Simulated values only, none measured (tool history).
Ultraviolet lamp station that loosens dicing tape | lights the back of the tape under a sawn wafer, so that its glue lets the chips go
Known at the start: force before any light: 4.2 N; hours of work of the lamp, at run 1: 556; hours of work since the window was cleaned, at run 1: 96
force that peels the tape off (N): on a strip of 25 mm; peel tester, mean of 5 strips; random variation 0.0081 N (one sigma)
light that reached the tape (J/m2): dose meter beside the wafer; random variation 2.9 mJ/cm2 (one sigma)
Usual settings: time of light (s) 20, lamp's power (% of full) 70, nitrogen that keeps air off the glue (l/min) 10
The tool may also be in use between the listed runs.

| run | hour | time of light (s) | lamp's power (% of full) | nitrogen that keeps air off the glue (l/min) | hours of work of the lamp | hours of work since the window was cleaned | force that peels the tape off (N) | light that reached the tape (J/m2) |
|---|---|---|---|---|---|---|---|---|
| 1 | 0.0 | 20 | 70 | 10 | 556 | 96 | 0.329 | 4320 |
| 2 | 28.5 | 20 | 68 | 10 | 573 | 113 | 0.321 | 4150 |
| 3 | 45.4 | 20 | 68 | 10 | 584 | 124 | 0.328 | 4180 |
| 4 | 69.7 | 22 | 68 | 10 | 599 | 139 | 0.303 | 4590 |
| 5 | 106.9 | 22 | 68 | 10 | 622 | 162 | 0.298 | 4580 |
| 6 | 143.9 | 22 | 68 | 10 | 644 | 184 | 0.292 | 4590 |
| 7 | 176.9 | 22 | 68 | 10 | 665 | 205 | 0.288 | 4580 |
| 8 | 194.4 | 22 | 68 | 10 | 675 | 216 | 0.286 | 4630 |
| 9 | 228.8 | 22 | 68 | 10 | 697 | 237 | 0.286 | 4560 |
| 10 | 262.8 | 22 | 68 | 10 | 718 | 258 | 0.283 | 4640 |
| 11 | 288.8 | 11 | 70 | 10 | 734 | 274 | 0.802 | 2350 |
| 12 | 305.0 | 11 | 70 | 10 | 744 | 284 | 0.815 | 2390 |
| 13 | 338.0 | 20 | 97 | 10 | 764 | 304 | 0.207 | 5980 |
| 14 | 363.5 | 20 | 97 | 10 | 780 | 320 | 0.217 | 6000 |
| 15 | 395.2 | 20 | 97 | 10 | 799 | 339 | 0.221 | 6000 |
| 16 | 411.3 | 20 | 70 | 10 | 809 | 349 | 0.312 | 4300 |
| 17 | 440.7 | 20 | 70 | 10 | 827 | 368 | 0.328 | 4340 |
| 18 | 464.5 | 11 | 70 | 10 | 842 | 382 | 0.792 | 2360 |
| 19 | 491.9 | 11 | 70 | 10 | 859 | 399 | 0.841 | 2360 |
| 20 | 516.5 | 11 | 70 | 10 | 874 | 414 | 0.802 | 2390 |
| 21 | 541.7 | 11 | 70 | 10 | 890 | 430 | 0.806 | 2360 |
| 22 | 562.0 | 24 | 70 | 3 | 902 | 442 | 0.525 | 5200 |
| 23 | 588.8 | 20 | 89 | 4 | 919 | 459 | 0.389 | 5470 |
| 24 | 605.6 | 20 | 89 | 4 | 929 | 469 | 0.399 | 5490 |
| 25 | 631.9 | 40 | 70 | 9 | 945 | 485 | 0.180 | 8520 |
| 26 | 665.6 | 40 | 70 | 9 | 966 | 506 | 0.184 | 8670 |
| 27 | 685.3 | 20 | 80 | 6 | 978 | 518 | 0.360 | 4990 |
| 28 | 721.4 | 10 | 85 | 11 | 1001 | 541 | 0.666 | 2600 |
| 29 | 750.8 | 13 | 98 | 15 | 1019 | 559 | 0.302 | 3930 |
| 30 | 772.0 | 18 | 63 | 3 | 1032 | 572 | 0.913 | 3490 |
| 31 | 799.7 | 15 | 83 | 3 | 1049 | 589 | 0.822 | 3800 |
| 32 | 828.1 | 20 | 69 | 4 | 1066 | 606 | 0.598 | 4240 |
| 33 | 863.8 | 10 | 94 | 5 | 1088 | 629 | 0.896 | 2920 |
| 34 | 899.4 | 33 | 61 | 5 | 1110 | 650 | 0.286 | 6220 |
| 35 | 915.2 | 19 | 61 | 5 | 1120 | 660 | 0.682 | 3580 |
| 36 | 948.5 | 39 | 99 | 10 | 1141 | 681 | 0.182 | 11900 |
| 37 | 966.9 | 39 | 99 | 10 | 1152 | 692 | 0.180 | 11770 |
|  | 970.7 | window cleaned of glue's vapour |
| 38 | 987.7 | 39 | 70 | 10 | 1165 | 10 | 0.194 | 8320 |
| 39 | 1014.3 | 39 | 70 | 10 | 1181 | 27 | 0.183 | 8470 |

The same runs without the tool's hidden state, with the same run-to-run variation:
The hidden state here: lamp's light, % of a new lamp's; light that the window lets through, % of a clean one's; drift of the gauge itself on peel_n, %; drift of the gauge itself on dose_mj_cm2, %.
| run | light that reached the tape (J/m2) |
|---|---|
| 1 | 4330 |
| 2 | 4160 |
| 3 | 4190 |
| 4 | 4600 |
| 5 | 4580 |
| 6 | 4590 |
| 7 | 4590 |
| 8 | 4640 |
| 9 | 4570 |
| 10 | 4650 |
| 11 | 2350 |
| 12 | 2390 |
| 13 | 5980 |
| 14 | 6010 |
| 15 | 6010 |
| 16 | 4310 |
| 17 | 4350 |
| 18 | 2370 |
| 19 | 2360 |
| 20 | 2400 |
| 21 | 2370 |
| 22 | 5210 |
| 23 | 5480 |
| 24 | 5500 |
| 25 | 8540 |
| 26 | 8680 |
| 27 | 4990 |
| 28 | 2600 |
| 29 | 3940 |
| 30 | 3500 |
| 31 | 3810 |
| 32 | 4240 |
| 33 | 2930 |
| 34 | 6230 |
| 35 | 3590 |
| 36 | 11930 |
| 37 | 11790 |
| 38 | 8330 |
| 39 | 8480 |
force that peels the tape off (N): within 0.003 of the measured result in every run.

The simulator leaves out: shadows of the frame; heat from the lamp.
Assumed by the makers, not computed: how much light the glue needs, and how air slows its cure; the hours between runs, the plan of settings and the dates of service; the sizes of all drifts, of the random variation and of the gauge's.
